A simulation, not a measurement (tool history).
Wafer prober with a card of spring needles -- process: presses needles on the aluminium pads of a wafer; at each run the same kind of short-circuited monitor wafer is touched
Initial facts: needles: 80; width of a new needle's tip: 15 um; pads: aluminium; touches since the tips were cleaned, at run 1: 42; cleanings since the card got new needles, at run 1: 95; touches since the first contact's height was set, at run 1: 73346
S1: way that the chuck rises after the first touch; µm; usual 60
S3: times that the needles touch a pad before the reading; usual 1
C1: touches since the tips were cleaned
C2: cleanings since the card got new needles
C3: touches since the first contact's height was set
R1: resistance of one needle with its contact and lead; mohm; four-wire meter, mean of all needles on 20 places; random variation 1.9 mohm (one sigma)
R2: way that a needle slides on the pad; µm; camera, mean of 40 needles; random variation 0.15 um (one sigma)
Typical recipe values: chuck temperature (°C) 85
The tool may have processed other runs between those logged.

{"run": 1, "hour": 0.0, "S1": 60, "chuck temperature (°C)": 85, "S3": 1, "C1": 42, "C2": 95, "C3": 73346, "R1": 227, "R2": 12.6}
{"hour": 3.9, "done": "tips cleaned on abrasive film"}
{"run": 2, "hour": 4.8, "S1": 60, "chuck temperature (°C)": 85, "S3": 1, "C1": 403, "C2": 96, "C3": 75548, "R1": 247, "R2": 12.63}
{"hour": 8.4, "done": "tips cleaned on abrasive film"}
{"hour": 12.3, "done": "tips cleaned on abrasive film"}
{"run": 3, "hour": 14.6, "S1": 60, "chuck temperature (°C)": 85, "S3": 1, "C1": 1088, "C2": 98, "C3": 80028, "R1": 271, "R2": 12.63}
{"hour": 16.8, "done": "tips cleaned on abrasive film"}
{"hour": 21.1, "done": "tips cleaned on abrasive film"}
{"run": 4, "hour": 23.2, "S1": 60, "chuck temperature (°C)": 85, "S3": 1, "C1": 969, "C2": 100, "C3": 83968, "R1": 274, "R2": 12.69}
{"hour": 25.7, "done": "tips cleaned on abrasive film"}
{"hour": 29.4, "done": "tips cleaned on abrasive film"}
{"run": 5, "hour": 32.5, "S1": 60, "chuck temperature (°C)": 36, "S3": 1, "C1": 1451, "C2": 102, "C3": 88217, "R1": 294, "R2": 12.68}
{"hour": 33.5, "done": "tips cleaned on abrasive film"}
{"hour": 37.8, "done": "tips cleaned on abrasive film"}
{"run": 6, "hour": 39.6, "S1": 60, "chuck temperature (°C)": 36, "S3": 1, "C1": 865, "C2": 104, "C3": 91460, "R1": 277, "R2": 12.51}
{"hour": 41.8, "done": "tips cleaned on abrasive film"}
{"hour": 45.8, "done": "tips cleaned on abrasive film"}
{"hour": 50.2, "done": "tips cleaned on abrasive film"}
{"run": 7, "hour": 51.1, "S1": 60, "chuck temperature (°C)": 36, "S3": 1, "C1": 430, "C2": 107, "C3": 96681, "R1": 239, "R2": 12.55}
{"hour": 54.5, "done": "tips cleaned on abrasive film"}
{"hour": 58.6, "done": "tips cleaned on abrasive film"}
{"run": 8, "hour": 60.0, "S1": 60, "chuck temperature (°C)": 36, "S3": 1, "C1": 695, "C2": 109, "C3": 100774, "R1": 261, "R2": 12.27}
{"hour": 61.9, "done": "height of the first contact set anew"}
{"hour": 62.9, "done": "tips cleaned on abrasive film"}
{"hour": 66.8, "done": "tips cleaned on abrasive film"}
{"run": 9, "hour": 67.2, "S1": 60, "chuck temperature (°C)": 36, "S3": 1, "C1": 199, "C2": 111, "C3": 2382, "R1": 219, "R2": 13.99}
{"hour": 71.3, "done": "tips cleaned on abrasive film"}
{"hour": 75.3, "done": "tips cleaned on abrasive film"}
{"run": 10, "hour": 75.6, "S1": 60, "chuck temperature (°C)": 36, "S3": 1, "C1": 109, "C2": 113, "C3": 6190, "R1": 214, "R2": 13.61}
{"hour": 79.5, "done": "tips cleaned on abrasive film"}
{"run": 11, "hour": 80.4, "S1": 60, "chuck temperature (°C)": 85, "S3": 1, "C1": 417, "C2": 114, "C3": 8419, "R1": 239, "R2": 13.25}
{"hour": 83.3, "done": "tips cleaned on abrasive film"}
{"hour": 87.2, "done": "tips cleaned on abrasive film"}
{"hour": 91.0, "done": "tips cleaned on abrasive film"}
{"run": 12, "hour": 92.1, "S1": 68, "chuck temperature (°C)": 85, "S3": 1, "C1": 502, "C2": 117, "C3": 13719, "R1": 234, "R2": 15.12}
{"hour": 95.5, "done": "tips cleaned on abrasive film"}
{"run": 13, "hour": 99.0, "S1": 68, "chuck temperature (°C)": 85, "S3": 1, "C1": 1634, "C2": 118, "C3": 16894, "R1": 282, "R2": 15.3}
{"hour": 100.0, "done": "tips cleaned on abrasive film"}
{"hour": 104.5, "done": "tips cleaned on abrasive film"}
{"run": 14, "hour": 106.5, "S1": 68, "chuck temperature (°C)": 85, "S3": 1, "C1": 897, "C2": 120, "C3": 20310, "R1": 259, "R2": 15.09}
{"hour": 108.4, "done": "tips cleaned on abrasive film"}
{"hour": 112.3, "done": "tips cleaned on abrasive film"}
{"hour": 116.9, "done": "tips cleaned on abrasive film"}
{"run": 15, "hour": 117.1, "S1": 47, "chuck temperature (°C)": 66, "S3": 1, "C1": 115, "C2": 123, "C3": 25149, "R1": 236, "R2": 10.25}
{"hour": 121.0, "done": "tips cleaned on abrasive film"}
{"hour": 125.6, "done": "tips cleaned on abrasive film"}
{"run": 16, "hour": 127.2, "S1": 47, "chuck temperature (°C)": 66, "S3": 1, "C1": 788, "C2": 125, "C3": 29798, "R1": 292, "R2": 10.32}
{"hour": 129.7, "done": "tips cleaned on abrasive film"}
{"hour": 133.5, "done": "tips cleaned on abrasive film"}
{"hour": 137.3, "done": "tips cleaned on abrasive film"}
{"run": 17, "hour": 138.1, "S1": 60, "chuck temperature (°C)": 85, "S3": 2, "C1": 349, "C2": 128, "C3": 34729, "R1": 232, "R2": 13.28}
{"hour": 141.7, "done": "tips cleaned on abrasive film"}
{"run": 18, "hour": 144.5, "S1": 71, "chuck temperature (°C)": 75, "S3": 1, "C1": 1279, "C2": 129, "C3": 37669, "R1": 257, "R2": 15.53}
{"hour": 145.5, "done": "tips cleaned on abrasive film"}
{"hour": 150.0, "done": "tips cleaned on abrasive film"}
{"run": 19, "hour": 151.7, "S1": 76, "chuck temperature (°C)": 80, "S3": 2, "C1": 825, "C2": 131, "C3": 40970, "R1": 229, "R2": 16.86}
{"hour": 153.9, "done": "tips cleaned on abrasive film"}
{"hour": 157.7, "done": "tips cleaned on abrasive film"}
{"run": 20, "hour": 160.3, "S1": 76, "chuck temperature (°C)": 80, "S3": 2, "C1": 1212, "C2": 133, "C3": 44872, "R1": 238, "R2": 16.51}
{"hour": 162.0, "done": "tips cleaned on abrasive film"}
{"hour": 166.0, "done": "tips cleaned on abrasive film"}
{"run": 21, "hour": 166.6, "S1": 60, "chuck temperature (°C)": 85, "S3": 2, "C1": 287, "C2": 135, "C3": 47756, "R1": 232, "R2": 13.16}
{"hour": 170.1, "done": "tips cleaned on abrasive film"}
{"hour": 174.1, "done": "tips cleaned on abrasive film"}
{"hour": 177.9, "done": "tips cleaned on abrasive film"}
{"run": 22, "hour": 178.3, "S1": 60, "chuck temperature (°C)": 85, "S3": 2, "C1": 198, "C2": 138, "C3": 53059, "R1": 228, "R2": 12.96}
{"hour": 182.1, "done": "tips cleaned on abrasive film"}
{"hour": 186.3, "done": "tips cleaned on abrasive film"}
{"run": 23, "hour": 189.2, "S1": 60, "chuck temperature (°C)": 85, "S3": 2, "C1": 1355, "C2": 140, "C3": 58053, "R1": 266, "R2": 12.98}
{"hour": 190.1, "done": "tips cleaned on abrasive film"}
{"hour": 194.5, "done": "tips cleaned on abrasive film"}
{"run": 24, "hour": 197.7, "S1": 41, "chuck temperature (°C)": 85, "S3": 1, "C1": 1521, "C2": 142, "C3": 61962, "R1": 436, "R2": 8.43}
{"hour": 198.5, "done": "tips cleaned on abrasive film"}
{"hour": 202.4, "done": "tips cleaned on abrasive film"}
{"hour": 206.7, "done": "tips cleaned on abrasive film"}
{"run": 25, "hour": 209.2, "S1": 59, "chuck temperature (°C)": 28, "S3": 1, "C1": 1178, "C2": 145, "C3": 67176, "R1": 290, "R2": 12.52}
{"hour": 210.8, "done": "tips cleaned on abrasive film"}
{"hour": 214.8, "done": "tips cleaned on abrasive film"}
{"hour": 218.7, "done": "tips cleaned on abrasive film"}
{"run": 26, "hour": 218.8, "S1": 59, "chuck temperature (°C)": 28, "S3": 1, "C1": 62, "C2": 148, "C3": 71557, "R1": 210, "R2": 12.43}
{"hour": 222.9, "done": "tips cleaned on abrasive film"}
{"run": 27, "hour": 225.0, "S1": 60, "chuck temperature (°C)": 63, "S3": 1, "C1": 1009, "C2": 149, "C3": 74398, "R1": 283, "R2": 12.87}

Consider 3 possible next runs. They are alternatives, not a sequence: every one starts from the tool as it was left by run 27. What does each give?
{"hour": 227.0, "done": "tips cleaned on abrasive film"}
{"hour": 231.3, "done": "tips cleaned on abrasive film"}
{"run": "A", "hour": 231.4, "S1": 60, "chuck temperature (°C)": 63, "S3": 2, "C1": 55, "C2": 151, "C3": 77311, "R1": "?", "R2": "?"}
{"hour": 227.0, "done": "tips cleaned on abrasive film"}
{"hour": 231.3, "done": "tips cleaned on abrasive film"}
{"run": "B", "hour": 231.4, "S1": 60, "chuck temperature (°C)": 63, "S3": 1, "C1": 55, "C2": 151, "C3": 77311, "R1": "?", "R2": "?"}
{"hour": 227.0, "done": "tips cleaned on abrasive film"}
{"hour": 231.3, "done": "tips cleaned on abrasive film"}
{"run": "C", "hour": 231.4, "S1": 70, "chuck temperature (°C)": 85, "S3": 1, "C1": 55, "C2": 151, "C3": 77311, "R1": "?", "R2": "?"}

run=A R1=216 R2=12.88
run=B R1=217 R2=12.55
run=C R1=216 R2=15.05
The same runs, with their run-to-run variation unchanged, on a tool lacking any hidden condition would have given:
run=A R1=205 R2=13.76
run=B R1=202 R2=13.41
run=C R1=204 R2=15.92
